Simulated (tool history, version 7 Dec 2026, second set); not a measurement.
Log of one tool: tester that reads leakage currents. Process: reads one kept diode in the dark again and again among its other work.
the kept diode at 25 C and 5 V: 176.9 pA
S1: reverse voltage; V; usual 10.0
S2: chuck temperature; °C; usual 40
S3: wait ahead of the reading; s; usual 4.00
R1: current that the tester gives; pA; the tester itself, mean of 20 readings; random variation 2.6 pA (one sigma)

run	hour	S1	S2	S3	R1
1	0.0	10.0	40	4.00	863.92
# hour 46.0: chuck's temperature calibrated
2	185.4	10.0	40	4.00	864.18
3	444.8	10.0	40	4.00	861.66
4	637.9	10.0	40	4.00	866.84
5	846.2	15.5	40	4.00	995.10
6	1018.9	15.5	40	4.00	996.80
7	1132.2	15.5	59	4.00	4713.69
8	1299.0	15.5	59	4.00	4714.68
9	1477.8	15.5	59	4.00	4716.88
10	1644.5	8.1	40	0.36	818.09
11	1821.8	10.0	59	1.51	4105.79
12	1952.7	10.0	59	1.51	4098.27
13	2072.6	10.0	27	1.51	269.40
# hour 2092.5: probe card cleaned and baked
14	2300.4	4.4	40	0.51	670.26
15	2473.9	2.8	40	0.37	582.31
16	2718.7	2.8	40	0.37	580.79
17	2921.9	2.3	24	0.37	127.29
18	3075.0	2.3	24	0.37	127.48

Forecast each of these 3 alternatives for the next run:
A	3261.6	1.7	24	0.37	?
B	3261.6	2.3	26	0.37	?
C	3261.6	10.0	52	0.41	?

run	R1
A	116.28
B	154.51
C	2375.70
Without the tool's hidden state the same runs would have given:
run	R1
A	116.19
B	154.39
C	2374.17

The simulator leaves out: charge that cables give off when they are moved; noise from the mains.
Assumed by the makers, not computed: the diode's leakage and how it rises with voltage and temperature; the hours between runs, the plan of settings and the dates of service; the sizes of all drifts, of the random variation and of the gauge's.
